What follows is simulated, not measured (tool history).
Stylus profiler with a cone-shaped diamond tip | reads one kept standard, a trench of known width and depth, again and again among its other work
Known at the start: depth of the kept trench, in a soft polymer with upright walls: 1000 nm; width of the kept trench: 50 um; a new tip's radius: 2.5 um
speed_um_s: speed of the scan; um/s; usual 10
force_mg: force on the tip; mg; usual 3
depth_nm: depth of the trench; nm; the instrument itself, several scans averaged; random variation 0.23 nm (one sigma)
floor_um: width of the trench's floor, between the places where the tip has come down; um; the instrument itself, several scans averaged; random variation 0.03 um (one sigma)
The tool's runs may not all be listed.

run    hour  speed_um_s  force_mg  depth_nm  floor_um
  1       0          10         3   1013.52     45.95
  2   113.7           2         3   1013.27     46.03
  3   217.4           2         3   1013.02        46
  4   284.8          10      5.21   1019.55     45.97
      421.7  -- height scale calibrated on a step standard
  5   421.7          10      2.15   1010.93     45.91
  6   539.9          10      2.15   1010.53     45.93
  7   641.1          10      2.15   1010.79     45.87
  8   732.4          10         3   1013.46     45.99
  9   836.8          10         3   1013.51     45.94
 10   933.1          16         3   1013.63     45.88
 11   997.3          16         3    1013.4     45.86
 12  1091.4          25         3   1013.07     45.79
 13  1203.2          25         3   1013.53     45.85
 14  1335.5          25         3   1013.64     45.84
 15  1413.7          25         3   1013.11     45.86
 16  1557.3          10         3   1013.09     45.99
 17  1674.8          10         3   1013.21     45.97
 18  1772.5          10         3   1013.27     45.98
 19  1835.6          10         3   1013.63     45.95
 20  1957.1          10         3   1013.44     45.94
 21  2042.8          10         3   1013.58      45.9
 22  2146.3          10         3    1013.6     45.94
 23  2288.7          12         3   1013.62     45.92
 24  2374.6          14      1.42   1008.05     45.95
 25  2473.2          14      1.42   1008.32     45.89
 26  2534.8          19      1.42   1007.73      45.8
 27  2651.7           7      3.68   1015.28     45.98
 28  2723.5          10      1.11   1006.76      45.9
 29  2845.8           8      2.04   1010.33     45.92
 30  2972.8           8      6.22   1021.57     45.87
 31  3058.7           6      5.32   1019.61     46.02
 32  3186.3           5      1.18   1007.07     45.98
 33  3332.5          11      5.97   1021.18     45.96
 34  3397.1          38      6.48   1023.08     45.87
 35  3497.7          16      2.74   1012.89     45.89
 36  3575.1          16      2.74   1012.66     45.91
 37  3675.3           5      1.92   1009.85     45.99
 38  3777.7           5      1.92   1010.13     45.98
 39  3843.2           9      7.37   1024.16     45.94
 40  3950.6           3      8.59   1026.93     45.99
 41  4025.7          12       3.4   1014.69     45.94
 42  4154.6          12       3.4   1014.35     45.92
 43  4222.6          12       3.4   1014.98     45.96
 44  4332.9          12       3.4   1014.66     45.87
 45  4400.8           5      1.61    1008.8     45.95

3 ways to go on from here, each from the tool as it stands after run 45. What would each give?
  A  4473.6          11      1.39         ?         ?
  B  4473.6           7      1.61         ?         ?
  C  4473.6          25         3         ?         ?

run  depth_nm  floor_um
  A   1007.87     45.89
  B    1008.7     45.93
  C   1013.23     45.83
Without the tool's hidden state the same runs would have given:
run  depth_nm  floor_um
  A   1007.85     45.91
  B   1008.68     45.94
  C   1013.21     45.84
